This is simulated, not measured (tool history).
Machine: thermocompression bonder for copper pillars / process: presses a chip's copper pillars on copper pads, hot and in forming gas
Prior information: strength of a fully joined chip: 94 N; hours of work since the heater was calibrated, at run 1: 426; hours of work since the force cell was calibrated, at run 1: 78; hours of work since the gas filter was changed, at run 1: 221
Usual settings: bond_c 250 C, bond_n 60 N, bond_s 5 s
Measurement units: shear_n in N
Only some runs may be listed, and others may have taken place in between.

| run | hour | bond_c | bond_n | bond_s | hours of work since the heater was calibrated | hours of work since the force cell was calibrated | hours of work since the gas filter was changed | shear_n |
|---|---|---|---|---|---|---|---|---|
| 1 | 0 | 250 | 60 | 5 | 426 | 78 | 221 | 62.7 |
|  | 8.1 | forming gas filter changed |
| 2 | 13.5 | 250 | 70 | 5 | 435 | 87 | 4 | 68.1 |
| 3 | 27.4 | 250 | 60 | 6 | 444 | 97 | 13 | 66.7 |
| 4 | 38 | 250 | 60 | 10 | 452 | 104 | 21 | 74.5 |
| 5 | 49.7 | 250 | 60 | 10 | 460 | 113 | 29 | 74.7 |
| 6 | 61 | 250 | 60 | 10 | 468 | 120 | 37 | 75.1 |
| 7 | 76 | 250 | 60 | 10 | 478 | 131 | 47 | 75 |
| 8 | 91.4 | 243 | 60 | 10 | 489 | 142 | 58 | 70.1 |
|  | 93.8 | force cell calibrated |
| 9 | 106.6 | 250 | 43 | 5 | 498 | 9 | 67 | 54.5 |
| 10 | 115.9 | 250 | 43 | 5 | 505 | 15 | 74 | 54.2 |
| 11 | 129.8 | 250 | 43 | 5 | 515 | 25 | 84 | 54.7 |
| 12 | 142.7 | 250 | 43 | 5 | 524 | 34 | 93 | 54.4 |
|  | 145.2 | force cell calibrated, once more |
| 13 | 156.8 | 223 | 60 | 5 | 532 | 8 | 101 | 44.1 |
| 14 | 170.3 | 261 | 60 | 5 | 542 | 18 | 111 | 70.6 |
| 15 | 187.1 | 240 | 60 | 5 | 553 | 29 | 122 | 56.1 |
| 16 | 194.4 | 240 | 52 | 14 | 559 | 34 | 128 | 70.1 |
| 17 | 201.6 | 240 | 52 | 14 | 564 | 39 | 133 | 69.9 |
| 18 | 216.4 | 248 | 37 | 3 | 574 | 50 | 143 | 41.4 |
| 19 | 227.1 | 248 | 37 | 3 | 581 | 57 | 150 | 41.8 |
| 20 | 238 | 245 | 60 | 5 | 589 | 65 | 158 | 60.9 |
| 21 | 250.8 | 245 | 60 | 5 | 598 | 74 | 167 | 60.1 |
| 22 | 258 | 277 | 52 | 6 | 603 | 79 | 172 | 78.8 |
| 23 | 266.1 | 277 | 88 | 6 | 608 | 84 | 178 | 87.6 |
| 24 | 275 | 267 | 69 | 5 | 615 | 90 | 184 | 77 |
| 25 | 288.8 | 267 | 69 | 5 | 624 | 100 | 193 | 77.5 |
| 26 | 297.8 | 250 | 60 | 14 | 630 | 106 | 200 | 78.4 |
| 27 | 314 | 277 | 40 | 3 | 642 | 118 | 211 | 62.3 |
| 28 | 325.8 | 223 | 40 | 3 | 650 | 126 | 219 | 28.1 |
|  | 336.9 | forming gas filter changed |
| 29 | 336.9 | 267 | 60 | 6 | 657 | 133 | 0 | 78.2 |
| 30 | 352.4 | 267 | 56 | 6 | 668 | 144 | 11 | 77 |

Some steps in shear_n between neighbouring runs. How much of each would the tool show without its hidden state too (settings, what came in, random variation), and how much is left for the hidden state, with any gauge scatter that isn't in both results?
Hidden conditions of the tool in this case: true temperature of the bond over the reading, C; force that reaches the chip, % of what is set; oxide that the forming gas leaves, % of the face; drift of the gauge itself on shear_n, %.
Run 1 -> 2: bond_n 60 -> 70, forming gas filter changed. shear_n +5.4 N: hidden state +1.5, all else +3.9.
Run 17 -> 18: bond_c 240 -> 248, bond_n 52 -> 37, bond_s 14 -> 3. shear_n -28.5 N: hidden state +0.2, all else -28.7.
Run 21 -> 22: bond_c 245 -> 277, bond_n 60 -> 52, bond_s 5 -> 6. shear_n +18.7 N: hidden state -1.3, all else +20.
Run 23 -> 24: bond_c 277 -> 267, bond_n 88 -> 69, bond_s 6 -> 5. shear_n -10.6 N: hidden state +1.2, all else -11.8.
Run 27 -> 28: bond_c 277 -> 223. shear_n -34.2 N: hidden state +0.3, all else -34.5.
Run 28 -> 29: bond_c 223 -> 267, bond_n 40 -> 60, bond_s 3 -> 6, forming gas filter changed. shear_n +50.1 N: hidden state +0.7, all else +49.4.
